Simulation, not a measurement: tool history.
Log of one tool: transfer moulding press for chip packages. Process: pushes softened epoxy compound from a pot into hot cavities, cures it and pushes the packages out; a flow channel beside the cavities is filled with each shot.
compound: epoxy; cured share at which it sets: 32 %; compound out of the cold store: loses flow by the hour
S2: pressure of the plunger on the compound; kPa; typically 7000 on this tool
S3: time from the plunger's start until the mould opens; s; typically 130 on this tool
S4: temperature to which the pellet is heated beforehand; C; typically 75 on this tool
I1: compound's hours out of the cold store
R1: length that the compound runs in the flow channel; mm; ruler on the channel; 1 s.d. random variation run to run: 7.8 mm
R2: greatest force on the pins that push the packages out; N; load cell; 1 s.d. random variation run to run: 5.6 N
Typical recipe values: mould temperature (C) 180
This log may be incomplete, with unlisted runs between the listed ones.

Run 1, hour 0.0: usual settings; I1 45.3. Result: R1 844 mm, R2 204 N.
Run 2, hour 15.4: usual settings; I1 14.8. Result: R1 976 mm, R2 197 N.
At hour 18.2: cavities cleaned with cleaning compound and waxed.
Run 3, hour 37.5: usual settings; I1 13.1. Result: R1 988 mm, R2 202 N.
Run 4, hour 57.8: usual settings but S4 77 C; I1 15.1. Result: R1 970 mm, R2 204 N.
Run 5, hour 70.3: usual settings but S4 77 C; I1 33.7. Result: R1 892 mm, R2 195 N.
Run 6, hour 87.5: usual settings but S4 77 C; I1 34.9. Result: R1 896 mm, R2 199 N.
At hour 92.9: cavities cleaned with cleaning compound and waxed.
Run 7, hour 112.5: usual settings but S4 77 C; I1 41.8. Result: R1 872 mm, R2 201 N.
Run 8, hour 133.5: usual settings; I1 33.9. Result: R1 891 mm, R2 193 N.
Run 9, hour 156.1: usual settings; I1 20.5. Result: R1 945 mm, R2 191 N.
At hour 167.5: cavities cleaned with cleaning compound and waxed.
Run 10, hour 173.9: usual settings but S3 153 s; I1 36.3. Result: R1 904 mm, R2 171 N.
Run 11, hour 190.8: usual settings but S2 7130 kPa; I1 24.5. Result: R1 934 mm, R2 203 N.
Run 12, hour 202.4: usual settings but S2 7130 kPa; I1 14.2. Result: R1 988 mm, R2 204 N.
Run 13, hour 221.3: usual settings but S2 7130 kPa; I1 47.9. Result: R1 870 mm, R2 199 N.
Run 14, hour 236.6: usual settings but S2 7130 kPa, S3 141 s; I1 35.6. Result: R1 902 mm, R2 190 N.
At hour 241.8: cavities cleaned with cleaning compound and waxed.
Run 15, hour 252.7: usual settings but S2 7130 kPa, S3 151 s; I1 30.0. Result: R1 922 mm, R2 177 N.
Run 16, hour 271.7: usual settings but S2 7130 kPa, S3 151 s; I1 12.8. Result: R1 1003 mm, R2 173 N.
Run 17, hour 293.5: usual settings but mould temperature (C) 183, S2 7860 kPa, S3 146 s, S4 85 C; I1 11.4. Result: R1 1046 mm, R2 168 N.
At hour 316.1: cavities cleaned with cleaning compound and waxed.
Run 18, hour 317.9: usual settings but mould temperature (C) 176, S2 7860 kPa, S3 146 s, S4 67 C; I1 44.0. Result: R1 928 mm, R2 196 N.
At hour 331.2: plunger's sealing rings changed.
Run 19, hour 342.7: usual settings but S2 6570 kPa, S4 67 C; I1 23.0. Result: R1 915 mm, R2 207 N.
Run 20, hour 367.0: usual settings but S2 6570 kPa, S4 67 C; I1 37.5. Result: R1 867 mm, R2 195 N.
At hour 393.1: cavities cleaned with cleaning compound and waxed.
Run 21, hour 393.1: usual settings but mould temperature (C) 177, S2 5750 kPa, S4 67 C; I1 33.6. Result: R1 831 mm, R2 235 N.
Run 22, hour 418.9: usual settings but mould temperature (C) 183, S4 72 C; I1 33.7. Result: R1 881 mm, R2 166 N.
Run 23, hour 447.2: usual settings but mould temperature (C) 178, S2 5880 kPa, S3 162 s, S4 84 C; I1 11.1. Result: R1 913 mm, R2 168 N.
Run 24, hour 459.2: usual settings but S2 5810 kPa; I1 21.8. Result: R1 868 mm, R2 202 N.
At hour 467.7: cavities cleaned with cleaning compound and waxed.
Run 25, hour 484.9: usual settings but mould temperature (C) 179, S2 5810 kPa, S3 113 s; I1 23.3. Result: R1 864 mm, R2 271 N.
Run 26, hour 504.9: usual settings but S2 6390 kPa, S3 138 s; I1 18.9. Result: R1 924 mm, R2 183 N.
Run 27, hour 528.0: usual settings but S2 6390 kPa, S3 138 s; I1 13.2. Result: R1 946 mm, R2 190 N.
At hour 543.2: cavities cleaned with cleaning compound and waxed.
Run 28, hour 543.5: usual settings but S2 7710 kPa, S3 138 s, S4 76 C; I1 26.6. Result: R1 976 mm, R2 194 N.

Consider 3 possible next runs. They are alternatives, not a sequence: every one starts from the tool as it was left by run 28. What does each give?
Run A, hour 558.4: usual settings but mould temperature (C) 172, S2 8800 kPa, S3 138 s, S4 80 C; I1 11.1. Result: R1 ?, R2 ?.
Run B, hour 558.4: usual settings but mould temperature (C) 176, S4 71 C; I1 8.2. Result: R1 ?, R2 ?.
Run C, hour 558.4: usual settings but S2 5240 kPa, S3 121 s, S4 77 C; I1 44.6. Result: R1 ?, R2 ?.

run    R1   R2
  A  1135  300
  B  1020  265
  C   754  220
Without the tool's unlogged condition, the same runs would have read:
run    R1   R2
  A  1136  298
  B  1021  263
  C   755  218
